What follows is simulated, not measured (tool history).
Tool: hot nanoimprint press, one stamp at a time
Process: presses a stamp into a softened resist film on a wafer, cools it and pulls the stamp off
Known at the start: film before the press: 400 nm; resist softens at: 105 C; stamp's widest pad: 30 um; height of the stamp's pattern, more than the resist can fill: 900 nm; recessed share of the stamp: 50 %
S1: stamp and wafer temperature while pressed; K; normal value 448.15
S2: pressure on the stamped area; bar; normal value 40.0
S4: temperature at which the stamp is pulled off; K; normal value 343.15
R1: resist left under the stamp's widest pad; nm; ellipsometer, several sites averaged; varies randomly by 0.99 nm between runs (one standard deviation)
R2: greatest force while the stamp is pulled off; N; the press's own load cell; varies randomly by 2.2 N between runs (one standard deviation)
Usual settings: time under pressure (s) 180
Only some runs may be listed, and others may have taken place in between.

run 1 hour=0.0 | S1=448.15 S2=40.0 time_under_pressure_(s)=180 S4=343.15 | R1=144.9 R2=108
run 2 hour=41.3 | S1=448.15 S2=40.0 time_under_pressure_(s)=180 S4=343.15 | R1=143.0 R2=106
run 3 hour=83.2 | S1=448.15 S2=60.2 time_under_pressure_(s)=180 S4=343.15 | R1=114.7 R2=118
run 4 hour=118.1 | S1=448.15 S2=60.2 time_under_pressure_(s)=180 S4=343.15 | R1=116.1 R2=115
run 5 hour=159.0 | S1=448.15 S2=60.2 time_under_pressure_(s)=180 S4=343.15 | R1=115.4 R2=121
run 6 hour=200.4 | S1=448.15 S2=60.2 time_under_pressure_(s)=100 S4=343.15 | R1=141.5 R2=119
run 7 hour=233.4 | S1=448.15 S2=40.0 time_under_pressure_(s)=180 S4=343.15 | R1=148.5 R2=100
run 8 hour=268.6 | S1=448.15 S2=40.0 time_under_pressure_(s)=180 S4=343.15 | R1=148.4 R2=101
run 9 hour=303.5 | S1=448.15 S2=40.0 time_under_pressure_(s)=180 S4=343.15 | R1=150.8 R2=109
run 10 hour=328.6 | S1=448.15 S2=40.0 time_under_pressure_(s)=180 S4=343.15 | R1=149.4 R2=106
run 11 hour=366.1 | S1=458.15 S2=40.0 time_under_pressure_(s)=180 S4=343.15 | R1=118.2 R2=108
run 12 hour=405.1 | S1=448.15 S2=29.1 time_under_pressure_(s)=180 S4=343.15 | R1=183.4 R2=111
run 13 hour=424.3 | S1=448.15 S2=29.1 time_under_pressure_(s)=258 S4=343.15 | R1=162.2 R2=108
run 14 hour=457.7 | S1=448.15 S2=29.1 time_under_pressure_(s)=258 S4=343.15 | R1=164.3 R2=116
run 15 hour=486.6 | S1=454.15 S2=29.1 time_under_pressure_(s)=258 S4=343.15 | R1=141.6 R2=115
run 16 hour=520.9 | S1=440.15 S2=24.7 time_under_pressure_(s)=258 S4=343.15 | R1=224.1 R2=120
run 17 hour=566.4 | S1=440.15 S2=24.7 time_under_pressure_(s)=258 S4=343.15 | R1=205.9 R2=111
run 18 hour=586.3 | S1=458.15 S2=34.2 time_under_pressure_(s)=93 S4=343.15 | R1=153.5 R2=118
run 19 hour=613.6 | S1=448.15 S2=40.0 time_under_pressure_(s)=189 S4=343.15 | R1=140.5 R2=118
run 20 hour=635.7 | S1=448.15 S2=40.0 time_under_pressure_(s)=189 S4=343.15 | R1=140.8 R2=112
run 21 hour=654.2 | S1=448.15 S2=40.0 time_under_pressure_(s)=189 S4=343.15 | R1=141.8 R2=116
run 22 hour=698.4 | S1=449.15 S2=43.1 time_under_pressure_(s)=110 S4=338.15 | R1=159.0 R2=109
run 23 hour=742.2 | S1=440.15 S2=36.2 time_under_pressure_(s)=201 S4=329.15 | R1=184.4 R2=132
run 24 hour=787.1 | S1=444.15 S2=36.2 time_under_pressure_(s)=323 S4=329.15 | R1=142.6 R2=132
run 25 hour=821.6 | S1=460.15 S2=28.0 time_under_pressure_(s)=102 S4=351.15 | R1=163.6 R2=89
run 26 hour=855.2 | S1=448.15 S2=38.9 time_under_pressure_(s)=180 S4=339.15 | R1=150.0 R2=121
run 27 hour=881.8 | S1=448.15 S2=33.6 time_under_pressure_(s)=182 S4=339.15 | R1=163.3 R2=119
run 28 hour=906.3 | S1=437.15 S2=33.6 time_under_pressure_(s)=90 S4=346.15 | R1=264.9 R2=106
run 29 hour=927.1 | S1=460.15 S2=52.8 time_under_pressure_(s)=263 S4=343.15 | R1=80.8 R2=115
run 30 hour=956.7 | S1=456.15 S2=52.8 time_under_pressure_(s)=263 S4=347.15 | R1=89.3 R2=104

Put back what was entered between runs (4 entries, withheld): which listed runs does each sit between, and how does the hidden state differ from the listed run before to the listed run after?
Run 6 -> run 7: stamp cleaned and given a new release coat (hour 232.7)
  true temperature over the reading, C: -1.33 -> -1.44; pressure that arrives at the usual setting, %: 98.73 -> 98.6; grip of the stamp's worn release coat, % over a new coat's: 20.9 -> 0
  what was measured, less what the result would be without the hidden state, R1: +6.6 -> +6.7 nm; R2: +24 -> +3 N
Run 16 -> run 17: plate thermocouple calibrated (hour 544.7); press's hydraulic seals changed and the load cell set to zero (hour 560.0)
  true temperature over the reading, C: -2.46 -> 0.07; pressure that arrives at the usual setting, %: 97.37 -> 100.15; grip of the stamp's worn release coat, % over a new coat's: 15.3 -> 17.2
  what was measured, less what the result would be without the hidden state, R1: +15.8 -> -0.5 nm; R2: +22 -> +16 N
Run 21 -> run 22: stamp cleaned and given a new release coat (hour 668.6)
  true temperature over the reading, C: -0.25 -> -0.39; pressure that arrives at the usual setting, %: 99.77 -> 99.61; grip of the stamp's worn release coat, % over a new coat's: 21.9 -> 1.6
  what was measured, less what the result would be without the hidden state, R1: +1.1 -> +1.9 nm; R2: +21 -> +3 N
